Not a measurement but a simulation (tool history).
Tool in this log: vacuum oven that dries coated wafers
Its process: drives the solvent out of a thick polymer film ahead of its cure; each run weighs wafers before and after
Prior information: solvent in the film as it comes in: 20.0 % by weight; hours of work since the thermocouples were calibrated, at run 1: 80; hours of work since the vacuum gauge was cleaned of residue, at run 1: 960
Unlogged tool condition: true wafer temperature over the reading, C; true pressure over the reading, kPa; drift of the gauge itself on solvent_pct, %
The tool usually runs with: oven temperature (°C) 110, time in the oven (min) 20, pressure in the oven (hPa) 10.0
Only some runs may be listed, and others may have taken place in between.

run     day  oven temperature (°C)  time in the oven (min)  pressure in the oven (hPa)  hours of work since the thermocouples were calibrated  hours of work since the vacuum gauge was cleaned of residue  solvent left in the film (%)
  1   0.000                    110                      20                        10.0                                                     80                                                          960                          4.92
  2   2.283                    110                      20                        10.0                                                    104                                                          984                          4.95
  3   4.850                    110                      20                        10.0                                                    131                                                         1011                          4.99
  4   6.533                    110                      20                        10.0                                                    149                                                         1029                          4.92
  5   7.933                    110                      20                         5.0                                                    164                                                         1044                          4.05
  6   9.912                    119                      20                        10.0                                                    184                                                         1064                          2.80
  7  11.625                    119                      20                        10.0                                                    202                                                         1082                          2.85
     13.262  -- vacuum gauge cleaned of residue and calibrated
  8  14.038                    110                      20                        10.0                                                    227                                                            8                          4.06
  9  15.658                    110                      20                        10.0                                                    244                                                           25                          4.15
 10  17.096                    110                      20                        10.0                                                    259                                                           40                          4.13
 11  19.142                    110                      20                        10.0                                                    281                                                           62                          4.04
 12  20.838                    110                      20                        10.0                                                    298                                                           80                          4.09
 13  23.062                    110                      20                        10.0                                                    322                                                          103                          4.08
 14  25.517                    110                      20                         9.2                                                    348                                                          129                          3.99
 15  27.246                    110                      20                        10.0                                                    366                                                          147                          4.09
 16  29.129                    110                      20                        10.0                                                    385                                                          167                          4.20
 17  31.575                    110                      20                        10.0                                                    411                                                          192                          4.05
 18  33.967                    110                      11                        10.0                                                    436                                                          217                          7.02
 19  35.567                    110                      20                        10.0                                                    453                                                          234                          4.11
 20  36.846                     96                      15                         7.4                                                    467                                                          248                          9.72
 21  38.617                    112                      28                        15.3                                                    485                                                          266                          3.63
 22  40.079                    114                      19                        15.3                                                    500                                                          282                          4.16
 23  41.271                    122                      13                        10.0                                                    513                                                          294                          2.92
 24  42.800                    121                      25                        35.4                                                    529                                                          310                          5.01
 25  44.321                    121                      27                        35.4                                                    545                                                          326                          5.21
 26  46.612                    121                      27                        35.4                                                    569                                                          350                          5.11
 27  48.983                     95                      20                        13.6                                                    594                                                          375                          9.97
 28  51.700                    105                      20                        27.7                                                    622                                                          404                          9.19
 29  53.642                    105                      20                        27.7                                                    643                                                          424                          9.16
 30  55.483                    105                      20                        27.7                                                    662                                                          443                          9.00
 31  56.958                    124                      20                        10.0                                                    678                                                          459                          1.58
 32  58.738                     98                      28                        29.2                                                    696                                                          477                         11.19
 33  61.338                    107                      28                        13.8                                                    724                                                          505                          4.50
 34  64.058                    107                      28                        13.8                                                    752                                                          533                          4.62
 35  65.667                    107                      28                        13.8                                                    769                                                          550                          4.64
 36  67.825                    110                      20                        10.2                                                    792                                                          573                          4.19
 37  69.733                    123                      20                        10.0                                                    812                                                          593                          1.84

Below, some changes in solvent left in the film (%) between adjacent runs. For each, the amount present without the hidden state too (settings, incoming material, random variation) and the amount remaining for the hidden state with gauge scatter not shared by both compared results:
Run 7 -> 8: oven temperature (°C) 119 -> 110, vacuum gauge cleaned of residue and calibrated. solvent left in the film (%) +1.21: hidden state -0.80, all else +2.01.
Run 30 -> 31: oven temperature (°C) 105 -> 124, pressure in the oven (hPa) 27.7 -> 10.0. solvent left in the film (%) -7.42: hidden state +0.24, all else -7.66.
Run 31 -> 32: oven temperature (°C) 124 -> 98, time in the oven (min) 20 -> 28, pressure in the oven (hPa) 10.0 -> 29.2. solvent left in the film (%) +9.61: hidden state -0.21, all else +9.82.
Run 32 -> 33: oven temperature (°C) 98 -> 107, pressure in the oven (hPa) 29.2 -> 13.8. solvent left in the film (%) -6.69: hidden state +0.16, all else -6.85.
